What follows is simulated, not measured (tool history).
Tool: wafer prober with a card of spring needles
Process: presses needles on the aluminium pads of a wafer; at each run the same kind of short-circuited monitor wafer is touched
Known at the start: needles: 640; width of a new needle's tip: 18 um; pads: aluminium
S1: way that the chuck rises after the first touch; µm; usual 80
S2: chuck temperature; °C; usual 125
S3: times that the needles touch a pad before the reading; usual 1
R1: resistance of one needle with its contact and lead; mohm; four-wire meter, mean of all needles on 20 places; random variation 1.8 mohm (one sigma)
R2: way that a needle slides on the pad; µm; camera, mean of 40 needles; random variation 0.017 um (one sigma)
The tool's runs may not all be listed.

| run | day | S1 | S2 | S3 | R1 | R2 |
|---|---|---|---|---|---|---|
| 1 | 0.000 | 80 | 125 | 1 | 189 | 19.68 |
|  | 0.354 | tips cleaned on abrasive film |
| 2 | 0.600 | 80 | 125 | 1 | 188 | 19.67 |
|  | 1.092 | tips cleaned on abrasive film |
| 3 | 1.504 | 80 | 125 | 1 | 186 | 19.63 |
|  | 1.783 | tips cleaned on abrasive film |
|  | 2.483 | tips cleaned on abrasive film |
| 4 | 2.504 | 80 | 125 | 1 | 185 | 19.62 |
|  | 3.188 | tips cleaned on abrasive film |
| 5 | 3.379 | 94 | 125 | 1 | 187 | 23.00 |
|  | 3.596 | height of the first contact set anew |
|  | 3.912 | tips cleaned on abrasive film |
| 6 | 4.029 | 94 | 125 | 1 | 187 | 23.00 |
| 7 | 4.492 | 94 | 125 | 2 | 185 | 22.98 |
|  | 4.650 | tips cleaned on abrasive film |
|  | 5.367 | tips cleaned on abrasive film |
| 8 | 5.467 | 80 | 125 | 1 | 188 | 19.55 |
| 9 | 6.017 | 80 | 125 | 1 | 191 | 19.49 |
|  | 6.071 | tips cleaned on abrasive film |
|  | 6.775 | tips cleaned on abrasive film |
| 10 | 6.867 | 80 | 125 | 2 | 188 | 19.52 |
| 11 | 7.442 | 80 | 35 | 2 | 171 | 19.48 |
|  | 7.533 | tips cleaned on abrasive film |
| 12 | 7.996 | 62 | 35 | 2 | 176 | 15.08 |
|  | 8.304 | tips cleaned on abrasive film |
| 13 | 8.579 | 80 | 125 | 1 | 190 | 19.43 |
|  | 9.021 | tips cleaned on abrasive film |
| 14 | 9.183 | 80 | 125 | 1 | 183 | 19.44 |
| 15 | 9.608 | 71 | 125 | 1 | 192 | 17.22 |
|  | 9.725 | tips cleaned on abrasive film |
| 16 | 10.283 | 80 | 125 | 1 | 186 | 19.40 |
|  | 10.433 | tips cleaned on abrasive film |
| 17 | 11.021 | 80 | 125 | 1 | 187 | 19.40 |
|  | 11.154 | tips cleaned on abrasive film |
| 18 | 11.692 | 64 | 64 | 3 | 181 | 15.45 |
|  | 11.838 | tips cleaned on abrasive film |
|  | 12.529 | tips cleaned on abrasive film |
| 19 | 12.617 | 66 | 125 | 2 | 194 | 15.96 |

Run 20 comes next. What will it give?
|  | 13.229 | tips cleaned on abrasive film |
| 20 | 13.446 | 82 | 125 | 2 | ? | ? |

Run 20 gave R1 187 mohm, R2 19.80 µm.
Without the tool's hidden state the same run would have given R1 187 mohm, R2 20.19 µm.
